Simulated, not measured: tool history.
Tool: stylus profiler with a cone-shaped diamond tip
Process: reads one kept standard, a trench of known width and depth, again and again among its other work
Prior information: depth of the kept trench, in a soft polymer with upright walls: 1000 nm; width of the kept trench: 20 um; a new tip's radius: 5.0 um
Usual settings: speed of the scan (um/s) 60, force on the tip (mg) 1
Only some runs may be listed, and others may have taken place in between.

run	hour	speed of the scan (um/s)	force on the tip (mg)	depth of the trench (angstrom)	width of the trench's floor (µm)
1	0	60	1	10079.7	13.52
2	83.1	60	1	10076.9	13.43
3	164.4	22	1	10080.8	13.73
4	221	22	1	10078	13.67
5	296.1	60	0.79	10065.4	13.4
6	374.7	60	0.79	10066.1	13.34
# hour 378.8: height scale calibrated on a step standard
7	412.3	60	0.79	10054.2	13.35
8	466.8	60	0.79	10049.6	13.3
9	530.5	125	1	10061.6	12.88
# hour 586.4: height scale calibrated on a step standard, once more
10	605.1	125	1	10079.3	12.82
11	643.7	125	1	10080.7	12.87
12	686.7	86	2.55	10164.5	13.37
13	729.1	86	2.55	10159.9	13.38
14	775	139	1.13	10092.6	12.8
15	846.5	139	2.08	10139.4	12.98
16	901.7	139	2.08	10132.9	12.98
17	953.3	33	1.6	10109.9	13.39
18	1000.5	132	0.43	10043.6	12.21
19	1077.2	171	0.52	10046.8	11.92
20	1158.1	56	0.95	10071.9	13.2
21	1202.1	25	1.33	10094.6	13.42

Forecast each of these 5 alternatives for the next run:
A	1281.1	82	0.86	?	?
B	1281.1	63	0.73	?	?
C	1281.1	103	2.63	?	?
D	1281.1	30	0.7	?	?
E	1281.1	117	0.88	?	?

run	depth of the trench (angstrom)	width of the trench's floor (µm)
A	10062.4	12.89
B	10059	13.03
C	10155.9	13.06
D	10057.5	13.3
E	10066.5	12.69
What these runs would have given with no unlogged condition in the tool:
run	depth of the trench (angstrom)	width of the trench's floor (µm)
A	10077.6	13.35
B	10074.2	13.48
C	10171.3	13.52
D	10072.7	13.75
E	10081.7	13.14

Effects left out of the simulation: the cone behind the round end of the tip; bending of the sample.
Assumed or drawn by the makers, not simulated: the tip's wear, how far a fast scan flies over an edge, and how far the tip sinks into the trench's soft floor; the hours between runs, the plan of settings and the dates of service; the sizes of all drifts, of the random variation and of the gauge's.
